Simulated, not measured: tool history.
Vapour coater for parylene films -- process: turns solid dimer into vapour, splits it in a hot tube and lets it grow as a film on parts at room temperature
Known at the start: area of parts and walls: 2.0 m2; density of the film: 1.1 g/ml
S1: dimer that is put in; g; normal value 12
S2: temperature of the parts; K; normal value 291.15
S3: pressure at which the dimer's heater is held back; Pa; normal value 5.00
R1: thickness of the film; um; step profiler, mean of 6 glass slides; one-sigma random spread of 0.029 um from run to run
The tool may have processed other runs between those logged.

run   hour  S1      S2    S3    R1
  1    0.0  12  291.15  5.00  3.31
  2   47.8  12  291.15  5.00  3.25
  3   85.5  12  291.15  5.00  3.27
  4  125.2  12  291.15  9.44  3.04
  5  188.0  12  291.15  5.00  3.27
  6  221.5  12  291.15  5.00  3.20
  7  257.3  12  291.15  5.00  3.16
     270.9  -- table's thermometer calibrated
  8  321.7  12  291.15  5.00  3.34
  9  371.3   6  291.15  5.00  1.64

Estimate the outcome of run 10 from the log above:
 10  399.6   6  291.15  5.00   ?

Run 10 measured R1 1.61 um.
The same run, on a tool lacking any hidden state, would have yielded R1 1.72 um.
